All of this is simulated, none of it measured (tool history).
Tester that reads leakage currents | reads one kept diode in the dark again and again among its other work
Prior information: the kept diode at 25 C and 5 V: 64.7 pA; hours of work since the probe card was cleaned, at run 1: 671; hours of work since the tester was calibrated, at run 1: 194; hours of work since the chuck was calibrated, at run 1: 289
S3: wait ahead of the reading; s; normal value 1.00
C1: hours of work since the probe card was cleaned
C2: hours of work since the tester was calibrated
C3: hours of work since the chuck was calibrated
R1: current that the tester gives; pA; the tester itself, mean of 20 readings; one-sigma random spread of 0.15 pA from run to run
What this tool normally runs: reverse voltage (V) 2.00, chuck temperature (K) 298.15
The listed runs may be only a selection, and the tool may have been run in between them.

run 1 hour=0.0 | reverse_voltage_(V)=2.00 chuck_temperature_(K)=298.15 S3=1.00 | C1=671 C2=194 C3=289 | R1=48.02
run 2 hour=47.8 | reverse_voltage_(V)=2.00 chuck_temperature_(K)=298.15 S3=1.00 | C1=692 C2=215 C3=310 | R1=47.89
run 3 hour=99.3 | reverse_voltage_(V)=2.00 chuck_temperature_(K)=298.15 S3=1.00 | C1=715 C2=238 C3=333 | R1=47.55
run 4 hour=162.9 | reverse_voltage_(V)=2.00 chuck_temperature_(K)=298.15 S3=1.00 | C1=743 C2=266 C3=361 | R1=47.88
run 5 hour=223.8 | reverse_voltage_(V)=2.00 chuck_temperature_(K)=298.15 S3=1.00 | C1=770 C2=293 C3=388 | R1=47.88
run 6 hour=267.1 | reverse_voltage_(V)=3.58 chuck_temperature_(K)=298.15 S3=1.00 | C1=789 C2=312 C3=407 | R1=58.73
run 7 hour=324.6 | reverse_voltage_(V)=1.09 chuck_temperature_(K)=298.15 S3=1.00 | C1=814 C2=337 C3=433 | R1=38.77
run 8 hour=393.4 | reverse_voltage_(V)=1.09 chuck_temperature_(K)=298.15 S3=1.00 | C1=845 C2=368 C3=463 | R1=38.23
run 9 hour=432.3 | reverse_voltage_(V)=1.09 chuck_temperature_(K)=298.15 S3=1.00 | C1=862 C2=385 C3=480 | R1=38.32
run 10 hour=497.8 | reverse_voltage_(V)=2.00 chuck_temperature_(K)=298.15 S3=1.18 | C1=891 C2=414 C3=509 | R1=47.39
run 11 hour=558.5 | reverse_voltage_(V)=2.00 chuck_temperature_(K)=298.15 S3=1.00 | C1=917 C2=440 C3=536 | R1=47.25
run 12 hour=615.2 | reverse_voltage_(V)=10.17 chuck_temperature_(K)=298.15 S3=1.00 | C1=942 C2=465 C3=561 | R1=87.83
run 13 hour=675.3 | reverse_voltage_(V)=1.46 chuck_temperature_(K)=298.15 S3=1.00 | C1=969 C2=492 C3=587 | R1=42.27
run 14 hour=712.4 | reverse_voltage_(V)=2.00 chuck_temperature_(K)=298.15 S3=1.00 | C1=985 C2=508 C3=604 | R1=47.25
-- hour=753.3 probe card cleaned and baked
run 15 hour=776.3 | reverse_voltage_(V)=2.00 chuck_temperature_(K)=298.15 S3=1.00 | C1=10 C2=535 C3=630 | R1=45.23
run 16 hour=825.7 | reverse_voltage_(V)=2.00 chuck_temperature_(K)=307.15 S3=1.00 | C1=32 C2=557 C3=652 | R1=93.28
run 17 hour=875.7 | reverse_voltage_(V)=1.13 chuck_temperature_(K)=297.15 S3=0.71 | C1=54 C2=579 C3=674 | R1=34.61
run 18 hour=934.9 | reverse_voltage_(V)=1.14 chuck_temperature_(K)=298.15 S3=3.98 | C1=80 C2=605 C3=700 | R1=37.12
run 19 hour=1008.8 | reverse_voltage_(V)=1.14 chuck_temperature_(K)=298.15 S3=3.98 | C1=113 C2=638 C3=733 | R1=37.09
run 20 hour=1052.7 | reverse_voltage_(V)=11.03 chuck_temperature_(K)=311.15 S3=1.00 | C1=132 C2=657 C3=752 | R1=221.17
run 21 hour=1126.6 | reverse_voltage_(V)=11.03 chuck_temperature_(K)=329.15 S3=0.41 | C1=165 C2=690 C3=785 | R1=811.24
run 22 hour=1163.7 | reverse_voltage_(V)=11.03 chuck_temperature_(K)=329.15 S3=0.41 | C1=181 C2=706 C3=801 | R1=811.03
run 23 hour=1208.5 | reverse_voltage_(V)=11.03 chuck_temperature_(K)=329.15 S3=0.41 | C1=201 C2=726 C3=821 | R1=815.75
run 24 hour=1273.5 | reverse_voltage_(V)=1.66 chuck_temperature_(K)=302.15 S3=3.53 | C1=229 C2=754 C3=850 | R1=58.13
run 25 hour=1314.9 | reverse_voltage_(V)=4.84 chuck_temperature_(K)=327.15 S3=5.46 | C1=248 C2=773 C3=868 | R1=535.60
run 26 hour=1391.0 | reverse_voltage_(V)=12.04 chuck_temperature_(K)=315.15 S3=1.19 | C1=281 C2=806 C3=902 | R1=304.89
run 27 hour=1435.7 | reverse_voltage_(V)=12.04 chuck_temperature_(K)=315.15 S3=1.19 | C1=301 C2=826 C3=921 | R1=304.66
run 28 hour=1492.9 | reverse_voltage_(V)=3.78 chuck_temperature_(K)=301.15 S3=4.89 | C1=326 C2=851 C3=947 | R1=69.81
run 29 hour=1527.2 | reverse_voltage_(V)=9.98 chuck_temperature_(K)=297.15 S3=5.62 | C1=341 C2=866 C3=962 | R1=70.63
run 30 hour=1602.4 | reverse_voltage_(V)=1.61 chuck_temperature_(K)=297.15 S3=7.18 | C1=375 C2=899 C3=995 | R1=37.69
run 31 hour=1647.8 | reverse_voltage_(V)=1.61 chuck_temperature_(K)=297.15 S3=7.18 | C1=395 C2=919 C3=1015 | R1=37.57
run 32 hour=1701.8 | reverse_voltage_(V)=1.36 chuck_temperature_(K)=298.15 S3=1.00 | C1=418 C2=943 C3=1039 | R1=38.94

What if the next run were any one of these 3? Each begins from the tool's condition after run 32:
run A hour=1779.5 | reverse_voltage_(V)=13.60 chuck_temperature_(K)=322.15 S3=3.59 | C1=453 C2=978 C3=1073 | R1=?
run B hour=1779.5 | reverse_voltage_(V)=1.36 chuck_temperature_(K)=301.15 S3=1.00 | C1=453 C2=978 C3=1073 | R1=?
run C hour=1779.5 | reverse_voltage_(V)=10.18 chuck_temperature_(K)=306.15 S3=4.05 | C1=453 C2=978 C3=1073 | R1=?

run=A R1=521.32
run=B R1=49.66
run=C R1=144.67
Stripped of hidden state, with their random variation kept, the same runs would have yielded:
run=A R1=568.34
run=B R1=54.92
run=C R1=156.54
